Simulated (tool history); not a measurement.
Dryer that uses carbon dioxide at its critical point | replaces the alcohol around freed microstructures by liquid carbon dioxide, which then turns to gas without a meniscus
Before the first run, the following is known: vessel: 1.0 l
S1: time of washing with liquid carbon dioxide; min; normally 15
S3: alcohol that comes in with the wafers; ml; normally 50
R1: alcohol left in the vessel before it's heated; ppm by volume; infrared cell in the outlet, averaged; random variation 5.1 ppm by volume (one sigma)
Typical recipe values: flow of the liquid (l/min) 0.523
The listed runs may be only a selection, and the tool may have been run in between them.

{"run": 1, "hour": 0.0, "S1": 15, "flow of the liquid (l/min)": 0.523, "S3": 50, "R1": 199}
{"run": 2, "hour": 44.5, "S1": 15, "flow of the liquid (l/min)": 0.523, "S3": 50, "R1": 215}
{"run": 3, "hour": 86.5, "S1": 15, "flow of the liquid (l/min)": 0.523, "S3": 50, "R1": 236}
{"run": 4, "hour": 112.6, "S1": 15, "flow of the liquid (l/min)": 0.523, "S3": 50, "R1": 266}
{"run": 5, "hour": 145.6, "S1": 15, "flow of the liquid (l/min)": 0.523, "S3": 50, "R1": 268}
{"hour": 175.1, "done": "inlet filter changed"}
{"run": 6, "hour": 192.9, "S1": 15, "flow of the liquid (l/min)": 0.523, "S3": 50, "R1": 123}
{"run": 7, "hour": 238.9, "S1": 15, "flow of the liquid (l/min)": 0.523, "S3": 50, "R1": 142}
{"run": 8, "hour": 268.8, "S1": 15, "flow of the liquid (l/min)": 0.354, "S3": 50, "R1": 726}
{"run": 9, "hour": 305.4, "S1": 16, "flow of the liquid (l/min)": 0.523, "S3": 50, "R1": 125}
{"run": 10, "hour": 327.3, "S1": 9, "flow of the liquid (l/min)": 0.523, "S3": 50, "R1": 1234}
{"run": 11, "hour": 366.6, "S1": 15, "flow of the liquid (l/min)": 0.523, "S3": 50, "R1": 165}
{"run": 12, "hour": 396.3, "S1": 15, "flow of the liquid (l/min)": 0.523, "S3": 37, "R1": 142}
{"run": 13, "hour": 422.4, "S1": 15, "flow of the liquid (l/min)": 0.523, "S3": 37, "R1": 147}
{"run": 14, "hour": 466.3, "S1": 15, "flow of the liquid (l/min)": 0.523, "S3": 41, "R1": 173}
{"run": 15, "hour": 508.4, "S1": 16, "flow of the liquid (l/min)": 0.478, "S3": 60, "R1": 250}
{"run": 16, "hour": 530.9, "S1": 16, "flow of the liquid (l/min)": 0.478, "S3": 60, "R1": 266}
{"run": 17, "hour": 562.5, "S1": 11, "flow of the liquid (l/min)": 0.503, "S3": 78, "R1": 1326}
{"run": 18, "hour": 596.4, "S1": 14, "flow of the liquid (l/min)": 0.523, "S3": 50, "R1": 305}
{"run": 19, "hour": 620.3, "S1": 14, "flow of the liquid (l/min)": 0.523, "S3": 50, "R1": 320}
{"run": 20, "hour": 664.9, "S1": 11, "flow of the liquid (l/min)": 0.523, "S3": 20, "R1": 406}
{"run": 21, "hour": 714.5, "S1": 14, "flow of the liquid (l/min)": 0.329, "S3": 26, "R1": 1054}
{"run": 22, "hour": 738.9, "S1": 14, "flow of the liquid (l/min)": 0.329, "S3": 26, "R1": 1129}
{"run": 23, "hour": 766.5, "S1": 14, "flow of the liquid (l/min)": 0.329, "S3": 26, "R1": 1103}
{"run": 24, "hour": 795.6, "S1": 10, "flow of the liquid (l/min)": 0.607, "S3": 95, "R1": 1549}
{"hour": 816.3, "done": "inlet filter changed"}
{"run": 25, "hour": 824.6, "S1": 15, "flow of the liquid (l/min)": 0.523, "S3": 50, "R1": 173}

What if the next run were any one of these 3? Each begins from the tool's condition after run 25:
{"run": "A", "hour": 853.8, "S1": 9, "flow of the liquid (l/min)": 0.811, "S3": 24, "R1": "?"}
{"run": "B", "hour": 853.8, "S1": 15, "flow of the liquid (l/min)": 0.66, "S3": 42, "R1": "?"}
{"run": "C", "hour": 853.8, "S1": 11, "flow of the liquid (l/min)": 0.433, "S3": 60, "R1": "?"}

run=A R1=167
run=B R1=118
run=C R1=1288
What these runs would have given with no unlogged condition in the tool:
run=A R1=59
run=B R1=14
run=C R1=1131

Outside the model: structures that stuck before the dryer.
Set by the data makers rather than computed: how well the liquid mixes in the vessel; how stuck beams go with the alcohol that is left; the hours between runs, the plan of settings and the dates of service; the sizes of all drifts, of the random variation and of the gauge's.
